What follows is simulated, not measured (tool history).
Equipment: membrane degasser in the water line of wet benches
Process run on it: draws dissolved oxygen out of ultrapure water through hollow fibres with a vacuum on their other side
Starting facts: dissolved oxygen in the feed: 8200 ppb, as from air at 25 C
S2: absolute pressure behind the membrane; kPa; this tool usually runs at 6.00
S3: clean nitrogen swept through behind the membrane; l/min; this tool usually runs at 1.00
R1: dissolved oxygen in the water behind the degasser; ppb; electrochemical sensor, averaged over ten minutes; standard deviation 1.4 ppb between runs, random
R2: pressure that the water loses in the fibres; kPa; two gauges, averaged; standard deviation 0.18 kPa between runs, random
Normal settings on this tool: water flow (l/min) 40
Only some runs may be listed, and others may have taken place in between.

run 1 day=0.000 | water_flow_(l/min)=40 S2=6.00 S3=1.00 | R1=238.6 R2=32.97
run 2 day=1.925 | water_flow_(l/min)=40 S2=6.00 S3=1.00 | R1=239.3 R2=32.96
run 3 day=4.200 | water_flow_(l/min)=58 S2=6.00 S3=1.00 | R1=345.6 R2=48.31
run 4 day=5.812 | water_flow_(l/min)=40 S2=6.00 S3=1.73 | R1=156.2 R2=33.26
run 5 day=8.846 | water_flow_(l/min)=40 S2=6.00 S3=1.73 | R1=156.4 R2=33.37
run 6 day=12.304 | water_flow_(l/min)=40 S2=6.00 S3=1.73 | R1=157.6 R2=32.98
run 7 day=15.792 | water_flow_(l/min)=40 S2=6.00 S3=1.73 | R1=155.4 R2=33.31
run 8 day=17.996 | water_flow_(l/min)=40 S2=6.00 S3=1.16 | R1=214.3 R2=33.48
run 9 day=20.850 | water_flow_(l/min)=40 S2=6.00 S3=1.16 | R1=214.1 R2=33.28
run 10 day=23.612 | water_flow_(l/min)=59 S2=5.50 S3=1.00 | R1=309.8 R2=49.25
run 11 day=26.721 | water_flow_(l/min)=33 S2=9.12 S3=2.00 | R1=225.3 R2=27.42
run 12 day=29.854 | water_flow_(l/min)=40 S2=4.66 S3=0.99 | R1=137.8 R2=33.40

Run 13 comes next. What will it give?
run 13 day=32.708 | water_flow_(l/min)=41 S2=5.48 S3=1.78 | R1=? R2=?

R1: 132.7 ppb
R2: 34.04 kPa
Take away the tool's hidden state, keep the run-to-run variation as it was, and the same run would have given R1 124.7 ppb, R2 33.40 kPa.
